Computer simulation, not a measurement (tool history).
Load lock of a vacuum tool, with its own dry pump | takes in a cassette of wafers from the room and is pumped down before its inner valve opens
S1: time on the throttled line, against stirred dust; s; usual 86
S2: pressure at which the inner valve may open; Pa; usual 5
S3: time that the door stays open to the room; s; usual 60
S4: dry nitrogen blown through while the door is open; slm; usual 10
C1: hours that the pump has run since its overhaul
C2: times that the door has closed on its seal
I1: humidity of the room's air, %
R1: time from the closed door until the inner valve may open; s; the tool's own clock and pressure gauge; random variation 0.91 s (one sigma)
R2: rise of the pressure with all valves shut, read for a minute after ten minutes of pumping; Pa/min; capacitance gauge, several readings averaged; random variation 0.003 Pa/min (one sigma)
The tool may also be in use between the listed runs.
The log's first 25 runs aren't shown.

run	hour	S1	S2	S3	S4	C1	C2	I1	R1	R2
26	3185.9	46	5	60	14	10599	25221	47.6	114.3	0.507
27	3286.0	148	5	78	10	10699	25466	46.8	196.0	0.503
28	3458.1	148	5	78	10	10871	25888	44.7	196.7	0.527
29	3631.2	148	9	73	35	11044	26313	44.4	192.2	0.528
30	3716.3	148	9	73	35	11129	26521	44.3	190.5	0.537
31	3823.3	104	5	79	35	11236	26784	43.0	160.3	0.537
32	3955.1	139	9	150	32	11368	27107	44.1	186.3	0.552
33	4126.7	139	9	150	32	11540	27528	43.7	182.4	0.580
34	4247.1	139	9	150	32	11660	27823	43.9	184.5	0.577
35	4419.0	139	9	150	32	11832	28244	45.2	185.3	0.600
36	4570.0	86	5	237	20	11983	28615	45.7	148.4	0.618

5 ways to go on from here, each from the tool as it stands after run 36. What would each give?
A	4721.5	86	7	237	20	12135	28986	45.5	?	?
B	4721.5	86	9	237	4	12135	28986	45.3	?	?
C	4721.5	86	5	37	9	12135	28986	45.6	?	?
D	4721.5	86	4	27	5	12135	28986	44.7	?	?
E	4721.5	86	5	198	20	12135	28986	43.8	?	?

run	R1	R2
A	143.6	0.631
B	142.1	0.647
C	148.4	0.610
D	149.8	0.618
E	148.0	0.613
Without the tool's hidden state the same runs would have given:
run	R1	R2
A	139.2	0.033
B	137.9	0.038
C	143.7	0.024
D	144.9	0.020
E	143.3	0.027
